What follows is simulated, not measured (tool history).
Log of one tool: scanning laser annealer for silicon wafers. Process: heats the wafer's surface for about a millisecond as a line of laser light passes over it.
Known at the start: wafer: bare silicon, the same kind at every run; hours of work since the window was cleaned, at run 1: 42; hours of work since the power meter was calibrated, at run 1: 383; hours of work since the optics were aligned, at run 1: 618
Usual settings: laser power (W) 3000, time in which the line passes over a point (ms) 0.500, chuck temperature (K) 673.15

run	hour	laser power (W)	time in which the line passes over a point (ms)	chuck temperature (K)	hours of work since the window was cleaned	hours of work since the power meter was calibrated	hours of work since the optics were aligned	highest temperature of the surface (K)
1	0.0	3000	0.500	673.15	42	383	618	1508.15
2	75.3	3000	0.548	673.15	80	421	656	1550.15
3	142.3	3000	0.548	673.15	115	456	691	1544.15
4	185.3	3294	0.548	673.15	137	477	713	1631.15
5	221.2	3000	0.500	706.15	155	496	731	1533.15
6	301.9	3000	0.500	706.15	196	537	772	1533.15
7	380.3	3000	0.500	679.15	236	577	812	1505.15
8	438.4	3132	0.387	653.15	266	607	842	1405.15
9	513.4	2554	0.534	643.15	305	645	880	1369.15
10	548.2	2554	0.519	643.15	322	663	898	1360.15

3 ways to go on from here, each from the tool as it stands after run 10. What would each give?
A	609.3	2579	0.547	667.15	354	694	930	?
B	609.3	2554	0.519	703.15	354	694	930	?
C	609.3	2969	0.475	706.15	354	694	930	?

run	highest temperature of the surface (K)
A	1412.15
B	1418.15
C	1496.15
Without the tool's hidden state the same runs would have given:
run	highest temperature of the surface (K)
A	1435.15
B	1439.15
C	1520.15
